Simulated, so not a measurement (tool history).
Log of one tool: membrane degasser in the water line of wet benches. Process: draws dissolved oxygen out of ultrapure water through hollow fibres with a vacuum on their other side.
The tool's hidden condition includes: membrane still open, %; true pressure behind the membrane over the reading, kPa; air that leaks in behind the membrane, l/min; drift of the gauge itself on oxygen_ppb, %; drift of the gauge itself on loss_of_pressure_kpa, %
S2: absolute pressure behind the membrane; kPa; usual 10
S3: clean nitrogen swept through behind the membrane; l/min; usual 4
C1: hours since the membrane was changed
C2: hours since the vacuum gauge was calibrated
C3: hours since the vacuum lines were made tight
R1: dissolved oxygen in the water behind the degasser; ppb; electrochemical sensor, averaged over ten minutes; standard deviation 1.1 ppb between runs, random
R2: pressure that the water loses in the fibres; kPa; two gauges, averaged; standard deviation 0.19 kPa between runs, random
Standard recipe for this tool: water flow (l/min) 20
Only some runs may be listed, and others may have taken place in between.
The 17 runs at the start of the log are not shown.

run 18 hour=1053.4 | water_flow_(l/min)=20 S2=7.9 S3=7.27 | C1=3072 C2=151 C3=197 | R1=57.6 R2=43.71
run 19 hour=1132.1 | water_flow_(l/min)=13 S2=10 S3=4 | C1=3151 C2=230 C3=276 | R1=60.2 R2=28.56
run 20 hour=1179.9 | water_flow_(l/min)=25 S2=10 S3=1.82 | C1=3198 C2=278 C3=323 | R1=259.1 R2=54.67
run 21 hour=1233.7 | water_flow_(l/min)=29 S2=7.3 S3=4 | C1=3252 C2=331 C3=377 | R1=147.8 R2=63.7
run 22 hour=1293.6 | water_flow_(l/min)=20 S2=7.6 S3=5.52 | C1=3312 C2=391 C3=437 | R1=66.2 R2=44.11
run 23 hour=1355 | water_flow_(l/min)=20 S2=7.6 S3=5.52 | C1=3374 C2=453 C3=498 | R1=65 R2=43.75
run 24 hour=1397 | water_flow_(l/min)=20 S2=10 S3=7.61 | C1=3416 C2=495 C3=540 | R1=72 R2=43.61
run 25 hour=1472.6 | water_flow_(l/min)=23 S2=22.8 S3=4.39 | C1=3491 C2=570 C3=616 | R1=281.2 R2=50.53
run 26 hour=1515.4 | water_flow_(l/min)=16 S2=19.4 S3=4.39 | C1=3534 C2=613 C3=659 | R1=159.5 R2=35.07
run 27 hour=1582.3 | water_flow_(l/min)=27 S2=19.4 S3=1.66 | C1=3601 C2=680 C3=726 | R1=621.7 R2=59.62
run 28 hour=1639.4 | water_flow_(l/min)=19 S2=19.4 S3=1.66 | C1=3658 C2=737 C3=783 | R1=433.3 R2=42.04
run 29 hour=1687 | water_flow_(l/min)=19 S2=19.4 S3=1.66 | C1=3706 C2=785 C3=830 | R1=438.1 R2=42.19
run 30 hour=1741.1 | water_flow_(l/min)=19 S2=19.4 S3=1.66 | C1=3760 C2=839 C3=885 | R1=436.1 R2=41.92

Run 31, settings as shown, results not yet in. Your forecast:
run 31 hour=1822.8 | water_flow_(l/min)=19 S2=19.4 S3=1.66 | C1=3841 C2=920 C3=966 | R1=? R2=?

{"run 31": {"R1": 441.3, "R2": 42.27}}
With no hidden state in the tool, this same run would have given R1 431.3 ppb, R2 39.64 kPa.
